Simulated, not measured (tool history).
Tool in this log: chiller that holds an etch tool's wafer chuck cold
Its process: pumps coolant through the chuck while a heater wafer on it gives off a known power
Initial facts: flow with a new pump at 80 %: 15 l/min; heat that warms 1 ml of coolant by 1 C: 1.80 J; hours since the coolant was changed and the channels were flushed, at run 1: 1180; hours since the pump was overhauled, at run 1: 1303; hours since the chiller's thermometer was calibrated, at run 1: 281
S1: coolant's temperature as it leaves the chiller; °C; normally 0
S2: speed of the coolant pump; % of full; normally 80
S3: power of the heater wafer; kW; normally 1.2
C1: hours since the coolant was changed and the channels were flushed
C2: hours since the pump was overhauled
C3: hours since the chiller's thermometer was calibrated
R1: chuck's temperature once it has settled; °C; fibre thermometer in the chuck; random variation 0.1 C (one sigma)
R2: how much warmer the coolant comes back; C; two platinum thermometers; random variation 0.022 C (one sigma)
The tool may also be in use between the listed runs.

run	day	S1	S2	S3	C1	C2	C3	R1	R2
1	0	0	80	1.2	1180	1303	281	11	2.66
2	2.442	0	80	1.2	1239	1361	340	11	2.68
3	5.754	0	80	0.644	1318	1441	419	5.7	1.44
4	7.692	0	80	0.644	1365	1487	466	6	1.42
5	11.017	0	80	1.2	1445	1567	545	10.8	2.7
6	13.962	0	80	1.2	1515	1638	616	10.8	2.73
7	15.867	0	80	1.416	1561	1684	662	12.8	3.18
8	19.196	0	80	1.416	1641	1764	742	12.9	3.23
9	21.146	-7	87	1.2	1688	1810	789	3.1	2.47
10	23.033	3	91	1.056	1733	1856	834	11.6	2.09
11	24.683	-2	73	0.688	1773	1895	873	4.8	1.78
12	27.117	-2	73	0.688	1831	1954	932	4.9	1.78
13	29	-2	70	1.087	1876	1999	977	8.9	2.92

Consider 3 possible next runs. They are alternatives, not a sequence: every one starts from the tool as it was left by run 13. What does each give?
A	30.925	0	80	1.774	1922	2045	1023	?	?
B	30.925	-2	88	1.087	1922	2045	1023	?	?
C	30.925	-7	70	1.425	1922	2045	1023	?	?

run	R1	R2
A	16.2	4.09
B	7	2.26
C	7.5	3.77
Had the tool no hidden state, the same runs would have come out as:
run	R1	R2
A	16.2	3.97
B	7	2.14
C	7.5	3.65
